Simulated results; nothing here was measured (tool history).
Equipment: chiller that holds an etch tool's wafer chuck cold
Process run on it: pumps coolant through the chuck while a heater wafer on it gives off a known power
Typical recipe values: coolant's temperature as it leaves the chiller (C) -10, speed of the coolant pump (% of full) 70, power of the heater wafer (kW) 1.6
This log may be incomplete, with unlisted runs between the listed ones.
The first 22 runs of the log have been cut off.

run	hour	coolant's temperature as it leaves the chiller (C)	speed of the coolant pump (% of full)	power of the heater wafer (kW)	hours since the coolant was changed and the channels were flushed	hours since the pump was overhauled	hours since the chiller's thermometer was calibrated	chuck's temperature once it has settled (C)	how much warmer the coolant comes back (C)
23	1470	0	70	1.6	4600	3533	1727	11	4.81
24	1565.2	-10	100	2.304	4695	3628	1822	1.9	4.96
25	1626	-9	95	1.6	4756	3689	1883	-0.3	3.6
26	1707.9	-9	95	1.6	4838	3771	1965	-0.4	3.59
27	1801	-6	71	0.946	4931	3864	2058	0.6	2.86
28	1854.9	-16	71	0.946	4985	3918	2112	-9.8	2.89
29	1907.7	-16	71	0.946	5038	3970	2165	-9.7	2.8
30	1988.4	-1	67	0.946	5118	4051	2245	5.6	2.94
31	2033.3	-1	67	0.946	5163	4096	2290	5.7	2.99

Below are 3 alternative next runs, each starting from the tool's condition after run 31. Predict each:
A	2123.8	-1	79	0.946	5254	4187	2381	?	?
B	2123.8	-8	70	0.952	5254	4187	2381	?	?
C	2123.8	-1	67	1.256	5254	4187	2381	?	?

run	chuck's temperature once it has settled (C)	how much warmer the coolant comes back (C)
A	5	2.57
B	-1.5	2.91
C	7.9	3.96
Stripped of hidden state, with their random variation kept, the same runs would have yielded:
run	chuck's temperature once it has settled (C)	how much warmer the coolant comes back (C)
A	5	2.57
B	-1.6	2.91
C	7.9	3.96
